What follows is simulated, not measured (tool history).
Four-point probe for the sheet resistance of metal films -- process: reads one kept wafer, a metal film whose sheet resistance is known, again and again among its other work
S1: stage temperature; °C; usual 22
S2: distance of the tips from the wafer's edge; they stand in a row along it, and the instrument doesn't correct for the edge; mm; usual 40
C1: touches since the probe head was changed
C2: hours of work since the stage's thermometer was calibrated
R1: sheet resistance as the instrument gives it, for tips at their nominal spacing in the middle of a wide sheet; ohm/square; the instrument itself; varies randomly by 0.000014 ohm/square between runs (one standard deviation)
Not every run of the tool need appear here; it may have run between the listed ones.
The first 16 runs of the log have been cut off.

Run 17, hour 273.7: usual settings but S1 21 °C; C1 33361; C2 1720. Result: R1 0.070098 ohm/square.
Run 18, hour 296.2: usual settings but S1 21 °C; C1 34021; C2 1729. Result: R1 0.070114 ohm/square.
Run 19, hour 320: usual settings but S1 19 °C, S2 7 mm; C1 34721; C2 1739. Result: R1 0.071427 ohm/square.
Run 20, hour 342: usual settings but S1 19 °C, S2 7 mm; C1 35368; C2 1748. Result: R1 0.071418 ohm/square.
Run 21, hour 354.2: usual settings but S1 31 °C, S2 20 mm; C1 35727; C2 1753. Result: R1 0.069485 ohm/square.
At hour 356: stage's thermometer calibrated.
Run 22, hour 374.6: usual settings but S1 32 °C, S2 10 mm; C1 36311; C2 8. Result: R1 0.0698 ohm/square.
Run 23, hour 396.3: usual settings but S1 34 °C, S2 5 mm; C1 36950; C2 17. Result: R1 0.071419 ohm/square.
Run 24, hour 407.6: usual settings but S1 31 °C, S2 19 mm; C1 37280; C2 21. Result: R1 0.069477 ohm/square.
Run 25, hour 425: usual settings but S1 23 °C, S2 14 mm; C1 37793; C2 29. Result: R1 0.070192 ohm/square.
At hour 427.1: stage's thermometer calibrated, once more.
Run 26, hour 439.2: usual settings but S1 26 °C, S2 36 mm; C1 38194; C2 5. Result: R1 0.069845 ohm/square.
Run 27, hour 455.9: usual settings but S1 19 °C, S2 12 mm; C1 38687; C2 12. Result: R1 0.070742 ohm/square.
Run 28, hour 473.6: usual settings but S2 20 mm; C1 39208; C2 19. Result: R1 0.070198 ohm/square.
Run 29, hour 493.7: usual settings but S1 18 °C, S2 8 mm; C1 39796; C2 28. Result: R1 0.071339 ohm/square.
Run 30, hour 507.8: usual settings but S1 18 °C, S2 8 mm; C1 40213; C2 33. Result: R1 0.071318 ohm/square.
Run 31, hour 524.8: usual settings but S2 47 mm; C1 40710; C2 40. Result: R1 0.070092 ohm/square.
Run 32, hour 546.6: usual settings but S2 47 mm; C1 41353; C2 49. Result: R1 0.070093 ohm/square.
Run 33, hour 561.7: usual settings but S2 8 mm; C1 41795; C2 56. Result: R1 0.070997 ohm/square.
Run 34, hour 582.8: usual settings but S2 8 mm; C1 42417; C2 64. Result: R1 0.070982 ohm/square.

5 options for the next run, each taken on its own from the tool as it stands now. Forecast them:
Run A, hour 593.5: usual settings but S1 20 °C, S2 8 mm; C1 42732; C2 69. Result: R1 ?.
Run B, hour 593.5: usual settings but S1 21 °C, S2 36 mm; C1 42732; C2 69. Result: R1 ?.
Run C, hour 593.5: usual settings but S1 27 °C, S2 24 mm; C1 42732; C2 69. Result: R1 ?.
Run D, hour 593.5: usual settings but S1 26 °C, S2 8 mm; C1 42732; C2 69. Result: R1 ?.
Run E, hour 593.5: usual settings but S1 21 °C; C1 42732; C2 69. Result: R1 ?.

run        R1
  A  0.071138
  B  0.070184
  C   0.06976
  D  0.070661
  E  0.070158
The same runs, with their run-to-run variation unchanged, on a tool lacking any hidden condition would have given:
run        R1
  A  0.071365
  B  0.070408
  C  0.069982
  D  0.070886
  E  0.070381
